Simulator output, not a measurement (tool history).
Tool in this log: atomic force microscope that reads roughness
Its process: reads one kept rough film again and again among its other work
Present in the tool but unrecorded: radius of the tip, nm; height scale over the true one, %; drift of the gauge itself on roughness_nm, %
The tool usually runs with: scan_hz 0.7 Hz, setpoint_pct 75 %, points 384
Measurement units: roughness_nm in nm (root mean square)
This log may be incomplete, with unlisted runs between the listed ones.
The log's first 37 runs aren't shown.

run,day,scan_hz,setpoint_pct,points,pictures with this tip,hours of work since the height scale was calibrated,roughness_nm
38,37.175,1.691,58,497,67,1381,2.632
39,38.004,1.691,58,497,106,1394,2.315
40,39.071,0.556,58,497,157,1410,2.083
# day 40.083: new tip fitted
41,40.333,0.653,58,625,12,1429,3.339
42,40.983,0.653,58,625,43,1439,2.96
43,42.038,1.187,80,268,93,1456,2.22
44,42.796,0.7,75,694,130,1467,2.179
45,43.733,0.795,67,744,174,1482,1.954
# day 44.358: new tip fitted
46,44.358,2.931,63,581,0,1491,3.127
47,45.425,3.555,56,286,51,1508,2.606

Run 48, settings as shown, results not yet in. Your forecast:
48,46.162,3.555,56,307,86,1519,?

Logged for run 48: roughness_nm 2.316 nm (root mean square).
Were there no unlogged condition in the tool, this run, its random variation unchanged, would have produced roughness_nm 3.284 nm (root mean square).
